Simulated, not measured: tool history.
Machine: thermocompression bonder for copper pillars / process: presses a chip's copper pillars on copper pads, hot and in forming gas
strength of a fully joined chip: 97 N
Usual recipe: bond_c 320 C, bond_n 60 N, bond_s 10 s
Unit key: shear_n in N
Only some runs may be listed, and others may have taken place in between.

run,hour,bond_c,bond_n,bond_s,shear_n
1,0.0,320,60,10,48.8
2,47.9,320,60,10,49.5
3,68.8,320,60,17,59.0
4,116.5,320,60,10,49.6
5,160.3,320,60,10,49.8
6,206.1,320,60,10,49.3
7,226.3,320,60,10,49.7
8,270.4,320,60,10,50.4
9,302.8,320,60,10,49.6
10,325.5,320,60,10,49.5
11,351.4,320,68,10,52.7
12,389.1,320,60,8,46.6
13,422.3,320,60,8,45.3
14,458.2,293,60,10,36.0
15,500.2,293,60,10,35.7
16,536.8,293,60,10,35.8
17,578.3,320,60,22,63.5
18,620.1,345,60,10,62.8
19,653.4,345,60,10,61.6
20,694.5,345,60,10,61.7
21,738.4,320,62,6,42.0
22,771.5,320,62,6,41.9
23,795.3,325,50,27,64.2
24,835.2,337,60,15,65.8
25,862.8,344,63,19,74.4
26,913.2,348,40,13,55.9
27,943.0,348,40,13,56.9
28,983.7,348,40,13,56.4
29,1015.5,348,53,24,75.4
30,1048.3,348,53,24,74.6
31,1074.7,320,38,10,37.3
32,1117.0,320,38,10,37.0
33,1156.7,320,38,10,37.6
34,1184.8,320,38,10,37.6
35,1224.5,320,51,21,57.0
36,1252.8,308,40,18,42.1
37,1284.3,308,40,8,30.2
38,1332.3,320,43,29,58.1
39,1359.4,320,58,7,42.2
40,1386.6,320,44,10,41.0

Missing from the log above: 6 entries noted between runs. For each, name the pair of listed runs it sits between and say how the tool's hidden condition differs from the listed run just before to the listed run just after:
In the gap between runs 4 and 5: forming gas filter changed (hour 139.3)
  oxide that the forming gas leaves, % of the face: 0.8 -> 0.53
In the gap between runs 13 and 14: force cell calibrated (hour 454.5)
  force that reaches the chip, % of what is set: 100.3 -> 100; oxide that the forming gas leaves, % of the face: 0.79 -> 0.83
In the gap between runs 14 and 15: forming gas filter changed (hour 460.7)
  true temperature of the bond over the reading, C: 0.2 -> 0.3; oxide that the forming gas leaves, % of the face: 0.83 -> 0.54
In the gap between runs 22 and 23: forming gas filter changed (hour 782.2)
  oxide that the forming gas leaves, % of the face: 0.82 -> 0.52
In the gap between runs 25 and 26: heater calibrated with a thermocouple chip (hour 899.2)
  true temperature of the bond over the reading, C: 0.4 -> 0; oxide that the forming gas leaves, % of the face: 0.58 -> 0.63
In the gap between runs 31 and 32: forming gas filter changed (hour 1105.2)
  true temperature of the bond over the reading, C: 0 -> 0.1; oxide that the forming gas leaves, % of the face: 0.79 -> 0.51
